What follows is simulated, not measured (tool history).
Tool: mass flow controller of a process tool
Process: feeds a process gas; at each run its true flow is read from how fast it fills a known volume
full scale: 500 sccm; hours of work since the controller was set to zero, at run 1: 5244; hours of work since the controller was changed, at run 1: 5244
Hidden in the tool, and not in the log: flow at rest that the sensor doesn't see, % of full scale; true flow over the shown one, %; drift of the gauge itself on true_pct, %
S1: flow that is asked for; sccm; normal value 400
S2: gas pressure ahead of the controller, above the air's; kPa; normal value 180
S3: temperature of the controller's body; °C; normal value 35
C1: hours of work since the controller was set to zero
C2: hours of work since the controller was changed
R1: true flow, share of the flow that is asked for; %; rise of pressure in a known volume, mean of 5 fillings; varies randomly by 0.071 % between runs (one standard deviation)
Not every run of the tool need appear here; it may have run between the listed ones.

Run 1, day 0: usual settings; C1 5244; C2 5244. Result: R1 99.06 %.
Run 2, day 10.042: usual settings; C1 5401; C2 5401. Result: R1 98.94 %.
At day 17.079: controller exchanged for a calibrated one.
Run 3, day 19.388: usual settings; C1 36; C2 36. Result: R1 100.76 %.
Run 4, day 39.004: usual settings but S3 30 °C; C1 343; C2 343. Result: R1 100.16 %.
Run 5, day 56.321: usual settings but S3 30 °C; C1 615; C2 615. Result: R1 100.09 %.
Run 6, day 73.379: usual settings but S3 30 °C; C1 882; C2 882. Result: R1 100.02 %.
Run 7, day 86.058: usual settings but S1 175 sccm, S2 165 kPa, S3 30 °C; C1 1081; C2 1081. Result: R1 99.21 %.
At day 87.612: controller's zero set anew.
Run 8, day 101.925: usual settings but S1 175 sccm, S2 165 kPa, S3 30 °C; C1 224; C2 1329. Result: R1 99.02 %.
Run 9, day 110.667: usual settings but S1 303 sccm, S2 245 kPa, S3 30 °C; C1 361; C2 1466. Result: R1 99.19 %.
Run 10, day 128.025: usual settings but S1 303 sccm, S2 245 kPa, S3 30 °C; C1 633; C2 1738. Result: R1 99.06 %.
Run 11, day 140.054: usual settings but S2 191 kPa; C1 822; C2 1926. Result: R1 100.01 %.
Run 12, day 150.892: usual settings but S2 191 kPa; C1 991; C2 2096. Result: R1 99.92 %.

Here are 5 independent what-if runs from the current tool condition. What would each one return?
At day 158.979: controller's zero set anew, once more.
Run A, day 161.717: usual settings but S2 177 kPa; C1 43; C2 2265. Result: R1 ?.
At day 158.979: controller's zero set anew, once more.
Run B, day 161.717: usual settings but S2 143 kPa; C1 43; C2 2265. Result: R1 ?.
At day 158.979: controller's zero set anew, once more.
Run C, day 161.717: usual settings but S1 95 sccm, S2 191 kPa; C1 43; C2 2265. Result: R1 ?.
At day 158.979: controller's zero set anew, once more.
Run D, day 161.717: usual settings but S1 86 sccm, S2 191 kPa, S3 26 °C; C1 43; C2 2265. Result: R1 ?.
At day 158.979: controller's zero set anew, once more.
Run E, day 161.717: usual settings but S1 287 sccm, S2 179 kPa, S3 21 °C; C1 43; C2 2265. Result: R1 ?.

run      R1
  A  100.03
  B  100.28
  C   99.46
  D    98.5
  E   98.62
Without the tool's hidden state the same runs would have given:
run      R1
  A  100.72
  B  100.97
  C  100.29
  D   99.35
  E   99.33

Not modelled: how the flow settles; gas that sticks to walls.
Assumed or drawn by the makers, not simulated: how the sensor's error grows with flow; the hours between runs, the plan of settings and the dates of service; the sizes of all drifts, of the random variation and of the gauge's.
